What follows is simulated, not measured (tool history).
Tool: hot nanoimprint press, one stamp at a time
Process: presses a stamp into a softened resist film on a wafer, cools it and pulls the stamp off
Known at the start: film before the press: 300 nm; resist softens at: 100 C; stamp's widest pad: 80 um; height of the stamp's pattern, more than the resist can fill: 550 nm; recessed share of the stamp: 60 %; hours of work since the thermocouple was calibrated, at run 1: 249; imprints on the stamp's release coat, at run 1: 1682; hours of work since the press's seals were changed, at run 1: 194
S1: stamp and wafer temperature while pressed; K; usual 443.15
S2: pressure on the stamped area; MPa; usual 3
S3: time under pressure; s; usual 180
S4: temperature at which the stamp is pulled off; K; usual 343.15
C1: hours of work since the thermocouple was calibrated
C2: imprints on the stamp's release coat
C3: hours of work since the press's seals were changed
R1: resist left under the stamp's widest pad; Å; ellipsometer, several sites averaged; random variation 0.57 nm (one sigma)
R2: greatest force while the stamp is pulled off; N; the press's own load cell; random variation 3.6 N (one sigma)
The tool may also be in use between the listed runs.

Run 1, hour 0: usual settings; C1 249; C2 1682; C3 194. Result: R1 1580 Å, R2 249 N.
Run 2, hour 9.9: usual settings; C1 253; C2 1712; C3 198. Result: R1 1577 Å, R2 253 N.
At hour 17: stamp cleaned and given a new release coat.
Run 3, hour 22.6: usual settings; C1 256; C2 17; C3 201. Result: R1 1581 Å, R2 178 N.
Run 4, hour 36.1: usual settings; C1 262; C2 59; C3 207. Result: R1 1577 Å, R2 175 N.
Run 5, hour 51.1: usual settings; C1 268; C2 104; C3 213. Result: R1 1581 Å, R2 180 N.
Run 6, hour 65.3: usual settings; C1 274; C2 148; C3 219. Result: R1 1570 Å, R2 181 N.
Run 7, hour 80.6: usual settings but S1 442.15 K; C1 280; C2 195; C3 226. Result: R1 1635 Å, R2 184 N.
Run 8, hour 94.8: usual settings; C1 286; C2 239; C3 232. Result: R1 1595 Å, R2 182 N.
Run 9, hour 101.6: usual settings; C1 289; C2 260; C3 235. Result: R1 1580 Å, R2 187 N.
At hour 109.8: plate thermocouple calibrated.
Run 10, hour 118.3: usual settings; C1 4; C2 302; C3 240. Result: R1 1548 Å, R2 187 N.
Run 11, hour 128.1: usual settings; C1 8; C2 332; C3 244. Result: R1 1560 Å, R2 191 N.
Run 12, hour 142.2: usual settings; C1 14; C2 375; C3 250. Result: R1 1561 Å, R2 182 N.
Run 13, hour 157.4: usual settings; C1 20; C2 422; C3 257. Result: R1 1563 Å, R2 190 N.
Run 14, hour 171.3: usual settings; C1 26; C2 465; C3 263. Result: R1 1569 Å, R2 194 N.
Run 15, hour 184.6: usual settings but S2 2.47 MPa; C1 32; C2 506; C3 268. Result: R1 1692 Å, R2 196 N.
Run 16, hour 194.7: usual settings but S3 103 s; C1 36; C2 536; C3 273. Result: R1 1879 Å, R2 191 N.
Run 17, hour 208.1: usual settings but S1 435.15 K, S3 183 s; C1 41; C2 578; C3 278. Result: R1 1960 Å, R2 203 N.
Run 18, hour 222.9: usual settings but S1 435.15 K, S2 3.13 MPa, S3 183 s, S4 342.15 K; C1 48; C2 623; C3 284. Result: R1 1938 Å, R2 210 N.

The next listed run, before its measurement:
Run 19, hour 230.6: usual settings but S1 435.15 K, S2 3.13 MPa, S3 183 s, S4 342.15 K; C1 51; C2 647; C3 288. Result: R1 ?, R2 ?.

{"run 19": {"R1": 1921, "R2": 195}}
Without the tool's hidden state the same run would have given R1 1906 Å, R2 167 N.

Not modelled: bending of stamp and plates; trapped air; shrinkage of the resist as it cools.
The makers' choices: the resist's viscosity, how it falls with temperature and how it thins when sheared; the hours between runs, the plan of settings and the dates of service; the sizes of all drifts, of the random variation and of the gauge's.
